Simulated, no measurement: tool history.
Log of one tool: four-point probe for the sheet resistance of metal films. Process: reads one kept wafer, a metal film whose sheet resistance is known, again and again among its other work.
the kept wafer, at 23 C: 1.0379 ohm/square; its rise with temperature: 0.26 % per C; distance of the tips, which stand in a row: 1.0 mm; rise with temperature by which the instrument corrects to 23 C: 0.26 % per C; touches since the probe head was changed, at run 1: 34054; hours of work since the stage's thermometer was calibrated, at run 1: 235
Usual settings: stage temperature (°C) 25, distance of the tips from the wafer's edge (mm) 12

run,hour,stage temperature (°C),distance of the tips from the wafer's edge (mm),touches since the probe head was changed,hours of work since the stage's thermometer was calibrated,sheet resistance as the instrument gives it (ohm/square)
1,0,25,12,34054,235,1.047231
2,17.2,25,12,34850,246,1.04691
3,31.1,25,12,35491,255,1.047392
4,40.5,25,12,35923,261,1.04729
5,52.8,25,12,36495,268,1.047551
6,67.9,25,12,37191,278,1.047411
7,86.8,25,12,38062,290,1.047475
8,95.6,25,12,38470,295,1.047395
9,109.8,25,12,39128,304,1.04746
10,126.5,30,12,39896,314,1.047684
11,135.1,30,12,40294,320,1.047616
12,148.6,30,41,40917,328,1.044405
13,158.5,19,29,41378,334,1.044725
14,172.6,25,63,42027,343,1.044021
15,185.6,25,63,42626,351,1.044062
16,198.5,28,61,43222,359,1.044276
17,214.1,28,61,43943,369,1.044595

Some steps in sheet resistance as the instrument gives it (ohm/square) between neighbouring runs. How much of each would the tool show without its hidden state too (settings, what came in, random variation), and how much is left for the hidden state, with any gauge scatter that isn't in both results?
The hidden state here: inner tips' distance over the nominal, %; tips' flats over new ones', %; wafer's true temperature over the reading, C; drift of the gauge itself on sheet_ohm, %.
Run 6 -> 7: no setting changed, nothing entered. sheet resistance as the instrument gives it (ohm/square) +0.000064: hidden state +0.000056, all else +0.000008.
Run 11 -> 12: distance of the tips from the wafer's edge (mm) 12 -> 41. sheet resistance as the instrument gives it (ohm/square) -0.003211: hidden state +0.000026, all else -0.003237.
